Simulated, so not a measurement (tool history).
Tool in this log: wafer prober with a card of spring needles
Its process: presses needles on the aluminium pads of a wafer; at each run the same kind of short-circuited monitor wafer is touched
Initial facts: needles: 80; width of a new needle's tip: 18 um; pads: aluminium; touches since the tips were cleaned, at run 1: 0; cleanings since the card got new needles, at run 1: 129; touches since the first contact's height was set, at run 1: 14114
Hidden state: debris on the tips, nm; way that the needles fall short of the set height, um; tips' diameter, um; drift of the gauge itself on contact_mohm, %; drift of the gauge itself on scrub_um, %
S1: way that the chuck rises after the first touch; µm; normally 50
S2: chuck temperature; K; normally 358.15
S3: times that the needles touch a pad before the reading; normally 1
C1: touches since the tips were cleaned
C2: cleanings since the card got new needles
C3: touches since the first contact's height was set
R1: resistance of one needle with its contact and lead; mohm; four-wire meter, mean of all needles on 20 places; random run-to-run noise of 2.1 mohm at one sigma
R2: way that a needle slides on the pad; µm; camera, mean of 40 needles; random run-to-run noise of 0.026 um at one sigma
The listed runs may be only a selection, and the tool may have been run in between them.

Run 1, hour 0: usual settings; C1 0; C2 129; C3 14114. Result: R1 234 mohm, R2 11.1 µm.
At hour 27.3: tips cleaned on abrasive film.
At hour 57.3: tips cleaned on abrasive film.
Run 2, hour 69.7: usual settings; C1 2917; C2 131; C3 30552. Result: R1 234 mohm, R2 11.1 µm.
At hour 88.4: tips cleaned on abrasive film.
At hour 115: tips cleaned on abrasive film.
At hour 143.3: tips cleaned on abrasive film.
Run 3, hour 152.4: usual settings but S1 44 µm; C1 2166; C2 134; C3 50072. Result: R1 233 mohm, R2 9.76 µm.
At hour 171.1: tips cleaned on abrasive film.
Run 4, hour 195.3: usual settings but S1 44 µm; C1 5737; C2 135; C3 60200. Result: R1 235 mohm, R2 9.76 µm.
At hour 201.3: tips cleaned on abrasive film.
At hour 219.4: height of the first contact set anew.
At hour 230: tips cleaned on abrasive film.
Run 5, hour 238.3: usual settings but S1 44 µm; C1 1973; C2 137; C3 4444. Result: R1 232 mohm, R2 9.68 µm.
At hour 255.1: tips cleaned on abrasive film.
At hour 284.7: tips cleaned on abrasive film.
At hour 311.8: tips cleaned on abrasive film.
At hour 338.6: tips cleaned on abrasive film.
Run 6, hour 340.7: usual settings but S1 44 µm; C1 499; C2 141; C3 28589. Result: R1 234 mohm, R2 9.7 µm.
At hour 365.2: tips cleaned on abrasive film.
At hour 394.7: tips cleaned on abrasive film.
At hour 421.6: tips cleaned on abrasive film.
Run 7, hour 421.6: usual settings but S3 2; C1 0; C2 144; C3 47654. Result: R1 226 mohm, R2 11.01 µm.
At hour 452.7: tips cleaned on abrasive film.
At hour 483.1: tips cleaned on abrasive film.
At hour 500.7: height of the first contact set anew.
At hour 510.6: tips cleaned on abrasive film.
Run 8, hour 510.6: usual settings; C1 0; C2 147; C3 2326. Result: R1 229 mohm, R2 11.02 µm.
At hour 539.9: tips cleaned on abrasive film.
At hour 569.2: tips cleaned on abrasive film.
Run 9, hour 571.9: usual settings; C1 620; C2 149; C3 16770. Result: R1 231 mohm, R2 11.03 µm.
At hour 594.8: tips cleaned on abrasive film.
At hour 620.9: tips cleaned on abrasive film.
Run 10, hour 620.9: usual settings; C1 0; C2 151; C3 28325. Result: R1 227 mohm, R2 10.98 µm.
At hour 650.1: tips cleaned on abrasive film.
Run 11, hour 672: usual settings; C1 5195; C2 152; C3 40400. Result: R1 237 mohm, R2 10.96 µm.
At hour 678.3: tips cleaned on abrasive film.
At hour 707.1: tips cleaned on abrasive film.
At hour 737.1: tips cleaned on abrasive film.
Run 12, hour 757.7: usual settings; C1 4884; C2 155; C3 60622. Result: R1 229 mohm, R2 11 µm.
At hour 763.9: tips cleaned on abrasive film.
At hour 776.7: height of the first contact set anew.
At hour 795.3: tips cleaned on abrasive film.
At hour 820.2: tips cleaned on abrasive film.
At hour 850.1: tips cleaned on abrasive film.
Run 13, hour 855: usual settings; C1 1169; C2 159; C3 18481. Result: R1 231 mohm, R2 10.94 µm.
At hour 876.7: tips cleaned on abrasive film.
At hour 905.4: tips cleaned on abrasive film.
Run 14, hour 912.7: usual settings; C1 1710; C2 161; C3 32072. Result: R1 227 mohm, R2 10.92 µm.
At hour 930.6: tips cleaned on abrasive film.
At hour 960.6: tips cleaned on abrasive film.
Run 15, hour 981.4: usual settings but S1 53 µm, S2 311.15 K, S3 3; C1 4928; C2 163; C3 48305. Result: R1 218 mohm, R2 11.6 µm.
At hour 987.7: tips cleaned on abrasive film.
At hour 1015.1: tips cleaned on abrasive film.
At hour 1043.9: tips cleaned on abrasive film.
At hour 1054.5: height of the first contact set anew.
Run 16, hour 1063.1: usual settings but S2 361.15 K, S3 3; C1 4485; C2 166; C3 2028. Result: R1 229 mohm, R2 10.89 µm.
At hour 1074.5: tips cleaned on abrasive film.
At hour 1103.7: tips cleaned on abrasive film.
At hour 1130.7: tips cleaned on abrasive film.
Run 17, hour 1145.7: usual settings but S1 31 µm, S2 361.15 K, S3 2; C1 3556; C2 169; C3 21511. Result: R1 247 mohm, R2 6.76 µm.
At hour 1157.6: tips cleaned on abrasive film.
At hour 1186.2: tips cleaned on abrasive film.
At hour 1215.6: tips cleaned on abrasive film.
Run 18, hour 1236.1: usual settings but S1 31 µm, S2 361.15 K, S3 2; C1 4853; C2 172; C3 42832. Result: R1 245 mohm, R2 6.77 µm.
At hour 1242.4: tips cleaned on abrasive film.
At hour 1273.3: tips cleaned on abrasive film.
At hour 1302.7: tips cleaned on abrasive film.
Run 19, hour 1312.6: usual settings but S1 60 µm, S2 375.15 K; C1 2335; C2 175; C3 60865. Result: R1 233 mohm, R2 13 µm.
At hour 1331.3: tips cleaned on abrasive film.
At hour 1331.6: height of the first contact set anew.
At hour 1362.5: tips cleaned on abrasive film.
At hour 1387.5: tips cleaned on abrasive film.
Run 20, hour 1388.1: usual settings but S1 55 µm, S2 346.15 K; C1 147; C2 178; C3 13321. Result: R1 224 mohm, R2 11.94 µm.
At hour 1415.3: tips cleaned on abrasive film.
At hour 1442.9: tips cleaned on abrasive film.
Run 21, hour 1443: usual settings but S1 55 µm, S2 346.15 K; C1 35; C2 180; C3 26281. Result: R1 227 mohm, R2 11.92 µm.
At hour 1473.1: tips cleaned on abrasive film.
At hour 1501.5: tips cleaned on abrasive film.
Run 22, hour 1503.3: usual settings but S1 46 µm, S2 341.15 K; C1 411; C2 182; C3 40486. Result: R1 231 mohm, R2 9.95 µm.
At hour 1532.3: tips cleaned on abrasive film.
At hour 1561.8: tips cleaned on abrasive film.
At hour 1592.2: tips cleaned on abrasive film.
Run 23, hour 1600.3: usual settings but S2 301.15 K, S3 2; C1 1926; C2 185; C3 63394. Result: R1 213 mohm, R2 10.82 µm.
At hour 1611.8: height of the first contact set anew.
At hour 1622.4: tips cleaned on abrasive film.
At hour 1650.5: tips cleaned on abrasive film.
At hour 1656.5: gauge calibrated.
At hour 1681.3: tips cleaned on abrasive film.
Run 24, hour 1681.4: usual settings but S1 33 µm, S2 301.15 K; C1 19; C2 188; C3 16384. Result: R1 225 mohm, R2 7.3 µm.
At hour 1710.9: tips cleaned on abrasive film.
Run 25, hour 1723.5: usual settings but S1 52 µm, S2 323.15 K; C1 2997; C2 189; C3 26345. Result: R1 220 mohm, R2 11.53 µm.
At hour 1736.1: tips cleaned on abrasive film.
At hour 1761: tips cleaned on abrasive film.
At hour 1789.4: tips cleaned on abrasive film.
At hour 1817.4: tips cleaned on abrasive film.
Run 26, hour 1823.6: usual settings but S1 52 µm, S2 323.15 K; C1 1452; C2 193; C3 49925. Result: R1 221 mohm, R2 11.56 µm.
At hour 1848.5: tips cleaned on abrasive film.
At hour 1878.4: tips cleaned on abrasive film.
At hour 1889.3: height of the first contact set anew.
Run 27, hour 1894.9: usual settings but S1 52 µm, S2 323.15 K; C1 3821; C2 195; C3 1330. Result: R1 217 mohm, R2 11.48 µm.
At hour 1906.9: tips cleaned on abrasive film.
At hour 1937.9: tips cleaned on abrasive film.
At hour 1962.9: tips cleaned on abrasive film.
Run 28, hour 1968.8: usual settings but S1 52 µm, S2 323.15 K; C1 1402; C2 198; C3 18752. Result: R1 222 mohm, R2 11.5 µm.

Predict each of these 4 candidate next runs independently; none follows another, all start after run 28:
At hour 1988.5: tips cleaned on abrasive film.
At hour 2017: tips cleaned on abrasive film.
Run A, hour 2017: usual settings but S1 52 µm, S2 323.15 K; C1 0; C2 200; C3 30113. Result: R1 ?, R2 ?.
At hour 1988.5: tips cleaned on abrasive film.
At hour 2017: tips cleaned on abrasive film.
Run B, hour 2017: usual settings but S1 36 µm, S2 301.15 K, S3 2; C1 0; C2 200; C3 30113. Result: R1 ?, R2 ?.
At hour 1988.5: tips cleaned on abrasive film.
At hour 2017: tips cleaned on abrasive film.
Run C, hour 2017: usual settings but S1 40 µm, S2 337.15 K, S3 2; C1 0; C2 200; C3 30113. Result: R1 ?, R2 ?.
At hour 1988.5: tips cleaned on abrasive film.
At hour 2017: tips cleaned on abrasive film.
Run D, hour 2017: usual settings but S1 59 µm, S2 337.15 K, S3 3; C1 0; C2 200; C3 30113. Result: R1 ?, R2 ?.

run   R1     R2
  A  222  11.48
  B  223   7.93
  C  228   8.84
  D  222     13
What these runs would have given with no unlogged condition in the tool:
run   R1     R2
  A  222  11.54
  B  223   7.98
  C  228   8.89
  D  222  13.07

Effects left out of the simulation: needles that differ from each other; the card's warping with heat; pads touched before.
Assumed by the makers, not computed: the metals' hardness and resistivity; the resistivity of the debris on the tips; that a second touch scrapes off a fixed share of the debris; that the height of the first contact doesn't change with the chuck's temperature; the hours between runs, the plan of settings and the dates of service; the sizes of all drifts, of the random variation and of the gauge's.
